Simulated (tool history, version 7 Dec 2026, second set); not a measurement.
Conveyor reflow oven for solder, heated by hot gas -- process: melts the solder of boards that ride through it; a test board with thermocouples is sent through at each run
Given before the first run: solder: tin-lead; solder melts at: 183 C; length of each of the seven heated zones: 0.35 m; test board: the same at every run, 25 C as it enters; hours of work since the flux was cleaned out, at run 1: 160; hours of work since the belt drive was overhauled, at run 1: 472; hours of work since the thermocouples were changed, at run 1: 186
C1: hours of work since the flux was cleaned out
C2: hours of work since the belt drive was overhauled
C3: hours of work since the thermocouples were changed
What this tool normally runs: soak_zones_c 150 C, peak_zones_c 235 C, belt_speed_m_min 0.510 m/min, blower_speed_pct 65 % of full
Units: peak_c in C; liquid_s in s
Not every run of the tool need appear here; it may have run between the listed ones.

{"run": 1, "hour": 0.0, "soak_zones_c": 150, "peak_zones_c": 235, "belt_speed_m_min": 0.51, "blower_speed_pct": 65, "C1": 160, "C2": 472, "C3": 186, "peak_c": 212.8, "liquid_s": 61.1}
{"run": 2, "hour": 19.3, "soak_zones_c": 150, "peak_zones_c": 235, "belt_speed_m_min": 0.51, "blower_speed_pct": 65, "C1": 170, "C2": 482, "C3": 196, "peak_c": 213.4, "liquid_s": 60.9}
{"run": 3, "hour": 43.9, "soak_zones_c": 150, "peak_zones_c": 235, "belt_speed_m_min": 0.51, "blower_speed_pct": 65, "C1": 184, "C2": 496, "C3": 210, "peak_c": 213.2, "liquid_s": 61.4}
{"run": 4, "hour": 69.1, "soak_zones_c": 150, "peak_zones_c": 235, "belt_speed_m_min": 0.51, "blower_speed_pct": 65, "C1": 197, "C2": 509, "C3": 223, "peak_c": 212.4, "liquid_s": 61.3}
{"run": 5, "hour": 93.6, "soak_zones_c": 150, "peak_zones_c": 235, "belt_speed_m_min": 0.51, "blower_speed_pct": 65, "C1": 211, "C2": 523, "C3": 237, "peak_c": 213.4, "liquid_s": 60.4}
{"run": 6, "hour": 110.8, "soak_zones_c": 150, "peak_zones_c": 235, "belt_speed_m_min": 0.51, "blower_speed_pct": 65, "C1": 220, "C2": 532, "C3": 246, "peak_c": 213.2, "liquid_s": 61.4}
{"run": 7, "hour": 136.8, "soak_zones_c": 150, "peak_zones_c": 235, "belt_speed_m_min": 0.51, "blower_speed_pct": 65, "C1": 234, "C2": 546, "C3": 260, "peak_c": 213.6, "liquid_s": 61.3}
{"run": 8, "hour": 160.1, "soak_zones_c": 150, "peak_zones_c": 233, "belt_speed_m_min": 0.51, "blower_speed_pct": 65, "C1": 247, "C2": 559, "C3": 273, "peak_c": 210.9, "liquid_s": 59.2}
{"run": 9, "hour": 180.2, "soak_zones_c": 150, "peak_zones_c": 235, "belt_speed_m_min": 0.476, "blower_speed_pct": 65, "C1": 258, "C2": 570, "C3": 284, "peak_c": 216.1, "liquid_s": 67.6}
{"run": 10, "hour": 199.8, "soak_zones_c": 150, "peak_zones_c": 235, "belt_speed_m_min": 0.476, "blower_speed_pct": 65, "C1": 269, "C2": 581, "C3": 295, "peak_c": 215.0, "liquid_s": 69.0}
{"run": 11, "hour": 219.1, "soak_zones_c": 150, "peak_zones_c": 235, "belt_speed_m_min": 0.476, "blower_speed_pct": 65, "C1": 279, "C2": 591, "C3": 305, "peak_c": 215.8, "liquid_s": 68.5}
{"run": 12, "hour": 245.1, "soak_zones_c": 150, "peak_zones_c": 235, "belt_speed_m_min": 0.51, "blower_speed_pct": 74, "C1": 294, "C2": 606, "C3": 319, "peak_c": 216.6, "liquid_s": 64.8}
{"run": 13, "hour": 259.5, "soak_zones_c": 150, "peak_zones_c": 235, "belt_speed_m_min": 0.51, "blower_speed_pct": 74, "C1": 302, "C2": 613, "C3": 327, "peak_c": 216.0, "liquid_s": 64.6}
{"run": 14, "hour": 284.9, "soak_zones_c": 150, "peak_zones_c": 235, "belt_speed_m_min": 0.51, "blower_speed_pct": 74, "C1": 315, "C2": 627, "C3": 341, "peak_c": 215.8, "liquid_s": 64.3}
{"run": 15, "hour": 309.9, "soak_zones_c": 150, "peak_zones_c": 235, "belt_speed_m_min": 0.51, "blower_speed_pct": 65, "C1": 329, "C2": 641, "C3": 355, "peak_c": 212.9, "liquid_s": 60.9}
{"hour": 324.4, "done": "flux residue cleaned out of gas plates and filters"}
{"run": 16, "hour": 327.8, "soak_zones_c": 150, "peak_zones_c": 235, "belt_speed_m_min": 0.51, "blower_speed_pct": 65, "C1": 2, "C2": 648, "C3": 362, "peak_c": 213.2, "liquid_s": 61.5}
{"run": 17, "hour": 348.8, "soak_zones_c": 139, "peak_zones_c": 235, "belt_speed_m_min": 0.416, "blower_speed_pct": 65, "C1": 13, "C2": 660, "C3": 373, "peak_c": 217.7, "liquid_s": 76.7}
{"run": 18, "hour": 365.6, "soak_zones_c": 151, "peak_zones_c": 235, "belt_speed_m_min": 0.51, "blower_speed_pct": 85, "C1": 22, "C2": 669, "C3": 383, "peak_c": 219.0, "liquid_s": 68.1}
{"run": 19, "hour": 391.7, "soak_zones_c": 155, "peak_zones_c": 236, "belt_speed_m_min": 0.51, "blower_speed_pct": 52, "C1": 37, "C2": 683, "C3": 397, "peak_c": 210.4, "liquid_s": 58.7}
{"run": 20, "hour": 418.6, "soak_zones_c": 150, "peak_zones_c": 235, "belt_speed_m_min": 0.499, "blower_speed_pct": 65, "C1": 51, "C2": 698, "C3": 412, "peak_c": 214.3, "liquid_s": 63.5}
{"run": 21, "hour": 446.1, "soak_zones_c": 143, "peak_zones_c": 235, "belt_speed_m_min": 0.484, "blower_speed_pct": 65, "C1": 66, "C2": 713, "C3": 427, "peak_c": 212.7, "liquid_s": 62.2}
{"run": 22, "hour": 467.7, "soak_zones_c": 143, "peak_zones_c": 235, "belt_speed_m_min": 0.484, "blower_speed_pct": 65, "C1": 78, "C2": 724, "C3": 438, "peak_c": 213.4, "liquid_s": 61.2}
{"run": 23, "hour": 496.4, "soak_zones_c": 163, "peak_zones_c": 234, "belt_speed_m_min": 0.439, "blower_speed_pct": 82, "C1": 94, "C2": 740, "C3": 454, "peak_c": 223.3, "liquid_s": 90.1}
{"run": 24, "hour": 520.5, "soak_zones_c": 163, "peak_zones_c": 247, "belt_speed_m_min": 0.51, "blower_speed_pct": 82, "C1": 107, "C2": 753, "C3": 467, "peak_c": 231.0, "liquid_s": 80.5}
{"run": 25, "hour": 533.7, "soak_zones_c": 163, "peak_zones_c": 247, "belt_speed_m_min": 0.51, "blower_speed_pct": 82, "C1": 114, "C2": 761, "C3": 474, "peak_c": 229.6, "liquid_s": 80.6}
{"run": 26, "hour": 560.6, "soak_zones_c": 163, "peak_zones_c": 247, "belt_speed_m_min": 0.51, "blower_speed_pct": 82, "C1": 129, "C2": 775, "C3": 489, "peak_c": 230.6, "liquid_s": 81.6}
{"run": 27, "hour": 587.7, "soak_zones_c": 150, "peak_zones_c": 235, "belt_speed_m_min": 0.521, "blower_speed_pct": 62, "C1": 144, "C2": 790, "C3": 504, "peak_c": 211.1, "liquid_s": 57.4}
{"run": 28, "hour": 610.7, "soak_zones_c": 150, "peak_zones_c": 235, "belt_speed_m_min": 0.521, "blower_speed_pct": 62, "C1": 156, "C2": 803, "C3": 516, "peak_c": 210.9, "liquid_s": 57.4}
{"run": 29, "hour": 628.7, "soak_zones_c": 159, "peak_zones_c": 228, "belt_speed_m_min": 0.51, "blower_speed_pct": 65, "C1": 166, "C2": 812, "C3": 526, "peak_c": 208.9, "liquid_s": 63.1}
{"run": 30, "hour": 652.0, "soak_zones_c": 139, "peak_zones_c": 235, "belt_speed_m_min": 0.51, "blower_speed_pct": 65, "C1": 179, "C2": 825, "C3": 539, "peak_c": 210.0, "liquid_s": 54.0}
{"run": 31, "hour": 682.2, "soak_zones_c": 150, "peak_zones_c": 235, "belt_speed_m_min": 0.472, "blower_speed_pct": 55, "C1": 195, "C2": 842, "C3": 556, "peak_c": 211.3, "liquid_s": 64.6}
{"run": 32, "hour": 696.9, "soak_zones_c": 150, "peak_zones_c": 235, "belt_speed_m_min": 0.472, "blower_speed_pct": 55, "C1": 203, "C2": 850, "C3": 564, "peak_c": 211.3, "liquid_s": 64.5}

Take each entry between the runs: how does the hidden state at the last listed run before it differ from the hidden state at the first listed run after it?
Runs 15 to 16: flux residue cleaned out of gas plates and filters (hour 324.4)
  heat that the gas passes to the board, % of a clean oven's: 99.4 -> 100
